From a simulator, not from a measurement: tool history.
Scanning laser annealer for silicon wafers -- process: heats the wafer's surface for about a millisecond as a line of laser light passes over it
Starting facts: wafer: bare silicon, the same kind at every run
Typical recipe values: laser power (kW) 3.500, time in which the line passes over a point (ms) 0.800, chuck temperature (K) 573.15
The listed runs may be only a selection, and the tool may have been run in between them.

run	hour	laser power (kW)	time in which the line passes over a point (ms)	chuck temperature (K)	highest temperature of the surface (K)
1	0.0	3.500	0.800	573.15	1294.15
2	44.9	3.500	0.800	573.15	1295.15
3	108.3	3.500	0.800	573.15	1289.15
4	141.2	3.500	0.800	573.15	1286.15
5	188.3	3.695	0.800	573.15	1329.15
6	256.2	3.821	0.800	573.15	1363.15
7	311.6	3.821	0.800	573.15	1381.15
8	377.6	3.821	0.800	573.15	1373.15
9	407.8	3.821	0.800	573.15	1370.15
10	448.0	3.821	0.800	573.15	1368.15
11	486.2	3.500	0.800	573.15	1281.15
12	515.7	3.500	0.800	573.15	1279.15
13	586.4	3.500	0.800	573.15	1325.15
14	645.2	3.500	0.800	573.15	1320.15
15	711.1	3.500	0.800	573.15	1319.15
16	779.5	3.045	0.841	573.15	1206.15
17	820.3	3.693	0.865	573.15	1389.15
18	884.3	3.690	0.865	592.15	1400.15
19	920.9	3.450	0.865	542.15	1282.15
20	957.0	3.450	0.792	601.15	1311.15
21	996.6	3.450	0.792	601.15	1303.15
22	1063.3	3.500	0.734	562.15	1249.15
23	1110.1	3.500	0.734	562.15	1246.15
24	1185.4	3.500	0.734	562.15	1254.15
25	1249.3	3.500	0.734	562.15	1253.15
26	1302.1	3.500	0.734	562.15	1251.15
27	1360.9	3.815	0.618	583.15	1290.15
28	1430.9	3.500	0.972	564.15	1333.15
29	1501.4	3.500	0.882	573.15	1354.15

Taken out of this log: 5 entries between the listed runs. Where each belongs, and how the hidden state differs across it:
Runs 6 to 7: optics aligned, line set to its width (hour 295.7)
  light that passes the window, % of a clean one's: 96.27 -> 95.94; laser's true power over the reading, %: -0.79 -> -0.8; width of the line over the set one, %: 3.22 -> 0.04
  measured less the result without the state, highest temperature of the surface (K): -71.00 -> -53.00
Runs 12 to 13: window over the wafer cleaned (hour 549.1)
  light that passes the window, % of a clean one's: 94.68 -> 99.73; laser's true power over the reading, %: -0.88 -> -0.9; width of the line over the set one, %: 0.39 -> 0.51
  measured less the result without the state, highest temperature of the surface (K): -62.00 -> -15.00
Runs 20 to 21: laser's power meter calibrated (hour 964.2)
  light that passes the window, % of a clean one's: 97.48 -> 97.25; laser's true power over the reading, %: -1.03 -> -1.74; width of the line over the set one, %: 1.15 -> 1.21
  measured less the result without the state, highest temperature of the surface (K): -41.00 -> -50.00
Runs 23 to 24: laser's power meter calibrated, once more (hour 1158.5)
  light that passes the window, % of a clean one's: 96.58 -> 96.13; laser's true power over the reading, %: -1.78 -> 0.14; width of the line over the set one, %: 1.42 -> 1.55
  measured less the result without the state, highest temperature of the surface (K): -57.00 -> -44.00
Runs 28 to 29: window over the wafer cleaned (hour 1441.2)
  light that passes the window, % of a clean one's: 94.63 -> 99.57; laser's true power over the reading, %: 0.06 -> 0.03; width of the line over the set one, %: 1.97 -> 2.08
  measured less the result without the state, highest temperature of the surface (K): -70.00 -> -18.00
